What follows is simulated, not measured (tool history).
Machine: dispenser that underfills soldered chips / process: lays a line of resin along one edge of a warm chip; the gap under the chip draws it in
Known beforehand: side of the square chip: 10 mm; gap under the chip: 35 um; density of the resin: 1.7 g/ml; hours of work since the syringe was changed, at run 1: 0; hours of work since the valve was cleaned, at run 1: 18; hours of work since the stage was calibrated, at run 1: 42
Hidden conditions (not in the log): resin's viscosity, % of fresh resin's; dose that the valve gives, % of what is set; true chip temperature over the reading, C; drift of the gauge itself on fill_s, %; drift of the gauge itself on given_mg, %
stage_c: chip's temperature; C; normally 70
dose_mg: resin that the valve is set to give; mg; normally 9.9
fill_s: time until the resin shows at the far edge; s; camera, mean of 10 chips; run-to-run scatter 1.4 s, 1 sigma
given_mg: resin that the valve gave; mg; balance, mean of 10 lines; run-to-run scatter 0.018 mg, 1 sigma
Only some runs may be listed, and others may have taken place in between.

run,hour,stage_c,dose_mg,hours of work since the syringe was changed,hours of work since the valve was cleaned,hours of work since the stage was calibrated,fill_s,given_mg
1,0,70,9.9,0,18,42,144.5,9.74
2,3.6,70,9.9,3,21,45,166.2,9.71
3,9,70,9.9,7,25,49,212.6,9.7
4,12.6,70,9.9,10,28,52,256.3,9.68
# hour 13.4: new syringe of resin
5,16,70,12.15,2,30,54,153.5,11.82
6,21.3,70,12.15,6,34,58,193.4,11.79
7,25.1,70,9.85,9,37,61,234,9.56
# hour 27.2: new syringe of resin
8,30.5,70,9.9,2,41,65,164.5,9.57
9,33.3,70,9.9,5,43,67,181.8,9.55
10,36.2,70,9.9,7,45,69,207.4,9.54
# hour 39.4: dispensing valve cleaned and set on the balance
11,41.3,70,9.9,10,1,72,248.2,9.91
# hour 42: new syringe of resin
12,46.5,70,9.9,3,5,76,171,9.88
13,52.1,55,9.9,8,9,80,389.2,9.88
# hour 56.1: new syringe of resin
14,57.3,55,9.9,1,13,84,263.8,9.83
15,60.2,55,9.9,3,15,86,297.5,9.83
16,65.6,55,9.9,7,19,90,381.9,9.8
17,68.5,70,9.9,9,22,92,246.2,9.76
# hour 70: new syringe of resin
18,74.6,70,9.9,3,26,97,171.7,9.76

Run 19 comes next. What will it give?
19,77.6,70,9.9,6,28,99,?,?

{"run 19": {"fill_s": 196.5, "given_mg": 9.74}}
Without the tool's hidden state the same run would have given fill_s 138 s, given_mg 9.92 mg.
